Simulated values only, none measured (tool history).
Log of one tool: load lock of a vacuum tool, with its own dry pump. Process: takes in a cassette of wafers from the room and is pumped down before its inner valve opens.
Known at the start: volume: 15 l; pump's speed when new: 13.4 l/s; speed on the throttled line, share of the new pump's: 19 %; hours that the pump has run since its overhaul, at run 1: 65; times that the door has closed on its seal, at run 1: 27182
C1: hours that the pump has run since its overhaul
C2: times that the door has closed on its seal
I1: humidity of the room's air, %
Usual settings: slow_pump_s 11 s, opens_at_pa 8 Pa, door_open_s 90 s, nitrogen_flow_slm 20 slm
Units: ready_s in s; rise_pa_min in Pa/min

{"run": 1, "hour": 0.0, "slow_pump_s": 11, "opens_at_pa": 8, "door_open_s": 90, "nitrogen_flow_slm": 20, "C1": 65, "C2": 27182, "I1": 46.1, "ready_s": 19.7, "rise_pa_min": 0.222}
{"run": 2, "hour": 246.8, "slow_pump_s": 11, "opens_at_pa": 8, "door_open_s": 90, "nitrogen_flow_slm": 20, "C1": 312, "C2": 28273, "I1": 44.6, "ready_s": 19.5, "rise_pa_min": 0.219}
{"run": 3, "hour": 547.3, "slow_pump_s": 11, "opens_at_pa": 6, "door_open_s": 90, "nitrogen_flow_slm": 20, "C1": 613, "C2": 29602, "I1": 47.6, "ready_s": 19.9, "rise_pa_min": 0.238}
{"run": 4, "hour": 762.1, "slow_pump_s": 11, "opens_at_pa": 6, "door_open_s": 90, "nitrogen_flow_slm": 15, "C1": 828, "C2": 30551, "I1": 45.1, "ready_s": 19.9, "rise_pa_min": 0.249}
{"run": 5, "hour": 926.1, "slow_pump_s": 8, "opens_at_pa": 8, "door_open_s": 90, "nitrogen_flow_slm": 20, "C1": 992, "C2": 31276, "I1": 45.2, "ready_s": 17.3, "rise_pa_min": 0.249}
{"run": 6, "hour": 1114.4, "slow_pump_s": 11, "opens_at_pa": 8, "door_open_s": 90, "nitrogen_flow_slm": 20, "C1": 1180, "C2": 32108, "I1": 41.3, "ready_s": 19.6, "rise_pa_min": 0.246}
{"run": 7, "hour": 1297.3, "slow_pump_s": 11, "opens_at_pa": 8, "door_open_s": 90, "nitrogen_flow_slm": 20, "C1": 1363, "C2": 32917, "I1": 45.3, "ready_s": 19.8, "rise_pa_min": 0.254}
{"run": 8, "hour": 1454.3, "slow_pump_s": 11, "opens_at_pa": 8, "door_open_s": 90, "nitrogen_flow_slm": 20, "C1": 1520, "C2": 33611, "I1": 46.1, "ready_s": 19.7, "rise_pa_min": 0.262}
{"run": 9, "hour": 1588.9, "slow_pump_s": 11, "opens_at_pa": 8, "door_open_s": 90, "nitrogen_flow_slm": 20, "C1": 1654, "C2": 34206, "I1": 47.5, "ready_s": 20.1, "rise_pa_min": 0.263}
{"run": 10, "hour": 1779.0, "slow_pump_s": 11, "opens_at_pa": 8, "door_open_s": 90, "nitrogen_flow_slm": 20, "C1": 1845, "C2": 35046, "I1": 43.2, "ready_s": 20.1, "rise_pa_min": 0.258}
{"run": 11, "hour": 2045.8, "slow_pump_s": 11, "opens_at_pa": 8, "door_open_s": 90, "nitrogen_flow_slm": 20, "C1": 2111, "C2": 36225, "I1": 49.1, "ready_s": 19.6, "rise_pa_min": 0.284}
{"run": 12, "hour": 2291.3, "slow_pump_s": 11, "opens_at_pa": 9, "door_open_s": 90, "nitrogen_flow_slm": 20, "C1": 2357, "C2": 37311, "I1": 43.2, "ready_s": 19.7, "rise_pa_min": 0.275}
{"run": 13, "hour": 2529.7, "slow_pump_s": 11, "opens_at_pa": 9, "door_open_s": 90, "nitrogen_flow_slm": 20, "C1": 2595, "C2": 38365, "I1": 43.1, "ready_s": 19.5, "rise_pa_min": 0.285}
{"run": 14, "hour": 2820.7, "slow_pump_s": 11, "opens_at_pa": 8, "door_open_s": 90, "nitrogen_flow_slm": 20, "C1": 2886, "C2": 39651, "I1": 44.6, "ready_s": 19.7, "rise_pa_min": 0.296}
{"run": 15, "hour": 3059.7, "slow_pump_s": 11, "opens_at_pa": 8, "door_open_s": 90, "nitrogen_flow_slm": 20, "C1": 3125, "C2": 40708, "I1": 43.8, "ready_s": 20.1, "rise_pa_min": 0.303}
{"run": 16, "hour": 3252.4, "slow_pump_s": 13, "opens_at_pa": 8, "door_open_s": 58, "nitrogen_flow_slm": 20, "C1": 3318, "C2": 41559, "I1": 48.4, "ready_s": 21.5, "rise_pa_min": 0.299}
{"run": 17, "hour": 3396.7, "slow_pump_s": 13, "opens_at_pa": 8, "door_open_s": 58, "nitrogen_flow_slm": 20, "C1": 3462, "C2": 42197, "I1": 52.3, "ready_s": 21.2, "rise_pa_min": 0.302}
{"run": 18, "hour": 3664.1, "slow_pump_s": 11, "opens_at_pa": 12, "door_open_s": 75, "nitrogen_flow_slm": 20, "C1": 3730, "C2": 43379, "I1": 42.8, "ready_s": 19.7, "rise_pa_min": 0.318}
{"run": 19, "hour": 3880.9, "slow_pump_s": 11, "opens_at_pa": 13, "door_open_s": 228, "nitrogen_flow_slm": 44, "C1": 3946, "C2": 44337, "I1": 48.4, "ready_s": 19.2, "rise_pa_min": 0.374}
{"run": 20, "hour": 4153.6, "slow_pump_s": 11, "opens_at_pa": 12, "door_open_s": 90, "nitrogen_flow_slm": 7, "C1": 4219, "C2": 45543, "I1": 43.9, "ready_s": 19.5, "rise_pa_min": 0.373}
{"run": 21, "hour": 4300.6, "slow_pump_s": 6, "opens_at_pa": 12, "door_open_s": 26, "nitrogen_flow_slm": 40, "C1": 4366, "C2": 46193, "I1": 43.8, "ready_s": 15.5, "rise_pa_min": 0.297}
{"run": 22, "hour": 4543.4, "slow_pump_s": 6, "opens_at_pa": 13, "door_open_s": 26, "nitrogen_flow_slm": 40, "C1": 4609, "C2": 47266, "I1": 41.6, "ready_s": 15.3, "rise_pa_min": 0.291}
{"run": 23, "hour": 4669.4, "slow_pump_s": 12, "opens_at_pa": 13, "door_open_s": 53, "nitrogen_flow_slm": 23, "C1": 4735, "C2": 47823, "I1": 46.3, "ready_s": 20.1, "rise_pa_min": 0.336}
{"run": 24, "hour": 4800.9, "slow_pump_s": 10, "opens_at_pa": 16, "door_open_s": 37, "nitrogen_flow_slm": 6, "C1": 4866, "C2": 48404, "I1": 39.3, "ready_s": 18.2, "rise_pa_min": 0.341}
{"run": 25, "hour": 4981.8, "slow_pump_s": 10, "opens_at_pa": 8, "door_open_s": 37, "nitrogen_flow_slm": 16, "C1": 5047, "C2": 49204, "I1": 45.4, "ready_s": 19.3, "rise_pa_min": 0.348}
{"hour": 5091.9, "done": "door's seal changed, seat wiped"}
{"run": 26, "hour": 5232.5, "slow_pump_s": 11, "opens_at_pa": 13, "door_open_s": 144, "nitrogen_flow_slm": 8, "C1": 5296, "C2": 622, "I1": 45.1, "ready_s": 19.3, "rise_pa_min": 0.165}
{"run": 27, "hour": 5395.7, "slow_pump_s": 11, "opens_at_pa": 13, "door_open_s": 144, "nitrogen_flow_slm": 8, "C1": 5460, "C2": 1343, "I1": 44.3, "ready_s": 19.7, "rise_pa_min": 0.169}
{"run": 28, "hour": 5637.5, "slow_pump_s": 11, "opens_at_pa": 13, "door_open_s": 144, "nitrogen_flow_slm": 8, "C1": 5701, "C2": 2412, "I1": 45.1, "ready_s": 19.5, "rise_pa_min": 0.17}

5 ways to go on from here, each from the tool as it stands after run 28. What would each give?
{"run": "A", "hour": 5781.5, "slow_pump_s": 11, "opens_at_pa": 11, "door_open_s": 226, "nitrogen_flow_slm": 4, "C1": 5845, "C2": 3048, "I1": 44.4, "ready_s": "?", "rise_pa_min": "?"}
{"run": "B", "hour": 5781.5, "slow_pump_s": 11, "opens_at_pa": 13, "door_open_s": 144, "nitrogen_flow_slm": 8, "C1": 5845, "C2": 3048, "I1": 45.5, "ready_s": "?", "rise_pa_min": "?"}
{"run": "C", "hour": 5781.5, "slow_pump_s": 11, "opens_at_pa": 13, "door_open_s": 144, "nitrogen_flow_slm": 31, "C1": 5845, "C2": 3048, "I1": 45.6, "ready_s": "?", "rise_pa_min": "?"}
{"run": "D", "hour": 5781.5, "slow_pump_s": 11, "opens_at_pa": 13, "door_open_s": 144, "nitrogen_flow_slm": 5, "C1": 5845, "C2": 3048, "I1": 43.2, "ready_s": "?", "rise_pa_min": "?"}
{"run": "E", "hour": 5781.5, "slow_pump_s": 19, "opens_at_pa": 9, "door_open_s": 144, "nitrogen_flow_slm": 8, "C1": 5845, "C2": 3048, "I1": 46.9, "ready_s": "?", "rise_pa_min": "?"}

run=A ready_s=19.6 rise_pa_min=0.251
run=B ready_s=19.5 rise_pa_min=0.175
run=C ready_s=19.6 rise_pa_min=0.128
run=D ready_s=19.4 rise_pa_min=0.182
run=E ready_s=26.5 rise_pa_min=0.186
Without the tool's hidden state the same runs would have given:
run=A ready_s=19.1 rise_pa_min=0.243
run=B ready_s=19 rise_pa_min=0.168
run=C ready_s=19.2 rise_pa_min=0.12
run=D ready_s=19 rise_pa_min=0.175
run=E ready_s=26.1 rise_pa_min=0.179
